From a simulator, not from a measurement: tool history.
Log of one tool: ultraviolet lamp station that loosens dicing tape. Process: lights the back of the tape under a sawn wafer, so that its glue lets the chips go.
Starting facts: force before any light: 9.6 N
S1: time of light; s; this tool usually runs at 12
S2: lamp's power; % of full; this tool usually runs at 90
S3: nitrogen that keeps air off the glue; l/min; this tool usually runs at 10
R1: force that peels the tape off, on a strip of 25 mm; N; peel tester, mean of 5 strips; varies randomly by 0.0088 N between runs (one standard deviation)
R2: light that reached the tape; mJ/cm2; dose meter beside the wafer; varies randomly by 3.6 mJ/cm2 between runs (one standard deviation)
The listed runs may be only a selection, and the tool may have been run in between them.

| run | hour | S1 | S2 | S3 | R1 | R2 |
|---|---|---|---|---|---|---|
| 1 | 0 | 12 | 90 | 10 | 0.405 | 549 |
| 2 | 11.2 | 12 | 90 | 10 | 0.413 | 550 |
| 3 | 19.1 | 12 | 90 | 10 | 0.412 | 550 |
| 4 | 26.3 | 12 | 90 | 10 | 0.422 | 542 |
| 5 | 32 | 12 | 90 | 10 | 0.429 | 544 |
| 6 | 42.3 | 12 | 90 | 10 | 0.438 | 547 |
| 7 | 53.3 | 12 | 90 | 10 | 0.43 | 536 |
| 8 | 58.5 | 12 | 90 | 6 | 0.634 | 539 |
| 9 | 69.5 | 12 | 90 | 6 | 0.637 | 540 |
| 10 | 74.5 | 12 | 89 | 10 | 0.449 | 526 |
| 11 | 85.2 | 12 | 90 | 9 | 0.461 | 529 |

Forecast run 12:
| 12 | 95.3 | 13 | 94 | 10 | ? | ? |

R1: 0.346 N
R2: 596 mJ/cm2
Had the tool carried no hidden state, the very same run would have given R1 0.29 N, R2 661 mJ/cm2.
